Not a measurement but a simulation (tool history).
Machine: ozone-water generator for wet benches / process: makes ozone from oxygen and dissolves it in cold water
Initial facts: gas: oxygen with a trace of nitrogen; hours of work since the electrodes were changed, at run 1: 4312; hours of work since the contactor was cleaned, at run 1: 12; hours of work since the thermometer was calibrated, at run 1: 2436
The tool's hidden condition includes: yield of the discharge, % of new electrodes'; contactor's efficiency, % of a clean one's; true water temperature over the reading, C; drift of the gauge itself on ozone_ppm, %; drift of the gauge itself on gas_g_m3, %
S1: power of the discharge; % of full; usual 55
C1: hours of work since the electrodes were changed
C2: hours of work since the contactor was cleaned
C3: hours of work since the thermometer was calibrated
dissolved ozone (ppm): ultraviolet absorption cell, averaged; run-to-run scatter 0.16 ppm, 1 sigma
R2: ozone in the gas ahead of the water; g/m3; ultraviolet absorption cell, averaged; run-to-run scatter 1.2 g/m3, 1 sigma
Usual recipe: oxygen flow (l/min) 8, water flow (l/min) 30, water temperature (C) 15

{"run": 1, "hour": 0.0, "S1": 55, "oxygen flow (l/min)": 8, "water flow (l/min)": 30, "water temperature (C)": 15, "C1": 4312, "C2": 12, "C3": 2436, "dissolved ozone (ppm)": 20.2, "R2": 224.1}
{"run": 2, "hour": 157.8, "S1": 55, "oxygen flow (l/min)": 8.73, "water flow (l/min)": 30, "water temperature (C)": 15, "C1": 4463, "C2": 163, "C3": 2587, "dissolved ozone (ppm)": 20.1, "R2": 216.7}
{"run": 3, "hour": 341.3, "S1": 55, "oxygen flow (l/min)": 8, "water flow (l/min)": 30, "water temperature (C)": 15, "C1": 4638, "C2": 338, "C3": 2762, "dissolved ozone (ppm)": 19.9, "R2": 222.9}
{"run": 4, "hour": 480.8, "S1": 55, "oxygen flow (l/min)": 9.74, "water flow (l/min)": 30, "water temperature (C)": 15, "C1": 4771, "C2": 472, "C3": 2896, "dissolved ozone (ppm)": 20.3, "R2": 203.8}
{"run": 5, "hour": 641.1, "S1": 55, "oxygen flow (l/min)": 9.74, "water flow (l/min)": 30, "water temperature (C)": 15, "C1": 4925, "C2": 625, "C3": 3049, "dissolved ozone (ppm)": 20, "R2": 201.1}
{"hour": 670.1, "done": "water thermometer calibrated"}
{"run": 6, "hour": 778.9, "S1": 55, "oxygen flow (l/min)": 9.74, "water flow (l/min)": 30, "water temperature (C)": 15, "C1": 5056, "C2": 756, "C3": 104, "dissolved ozone (ppm)": 20.3, "R2": 203.6}
{"run": 7, "hour": 908.8, "S1": 55, "oxygen flow (l/min)": 9.74, "water flow (l/min)": 30, "water temperature (C)": 15, "C1": 5180, "C2": 881, "C3": 228, "dissolved ozone (ppm)": 20.2, "R2": 203.7}
{"run": 8, "hour": 1077.4, "S1": 55, "oxygen flow (l/min)": 8, "water flow (l/min)": 30, "water temperature (C)": 18, "C1": 5341, "C2": 1042, "C3": 389, "dissolved ozone (ppm)": 19.1, "R2": 224}
{"run": 9, "hour": 1201.5, "S1": 55, "oxygen flow (l/min)": 8, "water flow (l/min)": 38, "water temperature (C)": 15, "C1": 5460, "C2": 1160, "C3": 508, "dissolved ozone (ppm)": 16.1, "R2": 226.2}
{"run": 10, "hour": 1348.5, "S1": 55, "oxygen flow (l/min)": 8, "water flow (l/min)": 38, "water temperature (C)": 15, "C1": 5601, "C2": 1301, "C3": 649, "dissolved ozone (ppm)": 16.5, "R2": 223.2}
{"run": 11, "hour": 1429.7, "S1": 55, "oxygen flow (l/min)": 8, "water flow (l/min)": 38, "water temperature (C)": 15, "C1": 5678, "C2": 1379, "C3": 726, "dissolved ozone (ppm)": 16.2, "R2": 225.6}
{"run": 12, "hour": 1526.1, "S1": 55, "oxygen flow (l/min)": 8, "water flow (l/min)": 38, "water temperature (C)": 15, "C1": 5770, "C2": 1471, "C3": 818, "dissolved ozone (ppm)": 16.3, "R2": 223.6}
{"run": 13, "hour": 1694.8, "S1": 55, "oxygen flow (l/min)": 8, "water flow (l/min)": 30, "water temperature (C)": 18, "C1": 5932, "C2": 1632, "C3": 980, "dissolved ozone (ppm)": 19.2, "R2": 223.9}
{"run": 14, "hour": 1778.2, "S1": 55, "oxygen flow (l/min)": 8, "water flow (l/min)": 30, "water temperature (C)": 18, "C1": 6011, "C2": 1712, "C3": 1059, "dissolved ozone (ppm)": 19.3, "R2": 224.1}
{"run": 15, "hour": 1887.9, "S1": 55, "oxygen flow (l/min)": 5.16, "water flow (l/min)": 30, "water temperature (C)": 15, "C1": 6116, "C2": 1817, "C3": 1164, "dissolved ozone (ppm)": 18.8, "R2": 277.7}
{"run": 16, "hour": 1997.9, "S1": 55, "oxygen flow (l/min)": 5.16, "water flow (l/min)": 30, "water temperature (C)": 15, "C1": 6221, "C2": 1922, "C3": 1270, "dissolved ozone (ppm)": 18.9, "R2": 274.8}
{"run": 17, "hour": 2171.9, "S1": 70, "oxygen flow (l/min)": 8, "water flow (l/min)": 23, "water temperature (C)": 15, "C1": 6388, "C2": 2088, "C3": 1436, "dissolved ozone (ppm)": 30.1, "R2": 275.8}
{"run": 18, "hour": 2331.4, "S1": 71, "oxygen flow (l/min)": 8, "water flow (l/min)": 29, "water temperature (C)": 15, "C1": 6540, "C2": 2241, "C3": 1588, "dissolved ozone (ppm)": 25.4, "R2": 277.3}
{"run": 19, "hour": 2478.5, "S1": 53, "oxygen flow (l/min)": 6.09, "water flow (l/min)": 34, "water temperature (C)": 15, "C1": 6681, "C2": 2381, "C3": 1729, "dissolved ozone (ppm)": 16.9, "R2": 251}
{"run": 20, "hour": 2662.4, "S1": 74, "oxygen flow (l/min)": 5.26, "water flow (l/min)": 42, "water temperature (C)": 9, "C1": 6857, "C2": 2557, "C3": 1905, "dissolved ozone (ppm)": 18.2, "R2": 350.3}
{"run": 21, "hour": 2857.6, "S1": 74, "oxygen flow (l/min)": 5.26, "water flow (l/min)": 42, "water temperature (C)": 9, "C1": 7043, "C2": 2744, "C3": 2092, "dissolved ozone (ppm)": 17.9, "R2": 350.3}
{"run": 22, "hour": 2978.9, "S1": 67, "oxygen flow (l/min)": 8.81, "water flow (l/min)": 21, "water temperature (C)": 9, "C1": 7159, "C2": 2860, "C3": 2207, "dissolved ozone (ppm)": 34.4, "R2": 250.3}
{"run": 23, "hour": 3100.9, "S1": 49, "oxygen flow (l/min)": 8, "water flow (l/min)": 32, "water temperature (C)": 15, "C1": 7276, "C2": 2977, "C3": 2324, "dissolved ozone (ppm)": 17.2, "R2": 203}
{"run": 24, "hour": 3271.2, "S1": 55, "oxygen flow (l/min)": 8, "water flow (l/min)": 30, "water temperature (C)": 11, "C1": 7439, "C2": 3139, "C3": 2487, "dissolved ozone (ppm)": 21, "R2": 224.3}
{"run": 25, "hour": 3421.7, "S1": 47, "oxygen flow (l/min)": 5.14, "water flow (l/min)": 31, "water temperature (C)": 11, "C1": 7583, "C2": 3283, "C3": 2631, "dissolved ozone (ppm)": 16.6, "R2": 242.9}
{"run": 26, "hour": 3511.9, "S1": 47, "oxygen flow (l/min)": 5.14, "water flow (l/min)": 20, "water temperature (C)": 11, "C1": 7669, "C2": 3370, "C3": 2717, "dissolved ozone (ppm)": 24.7, "R2": 242.4}
{"run": 27, "hour": 3622.3, "S1": 96, "oxygen flow (l/min)": 9.53, "water flow (l/min)": 24, "water temperature (C)": 15, "C1": 7775, "C2": 3475, "C3": 2823, "dissolved ozone (ppm)": 38.2, "R2": 326.1}

For each entry between runs, how does the tool's hidden state at the last listed run before it compare with that at the first listed run after it?
Between runs 5 and 6: water thermometer calibrated (hour 670.1)
  no hidden state differs between the two runs
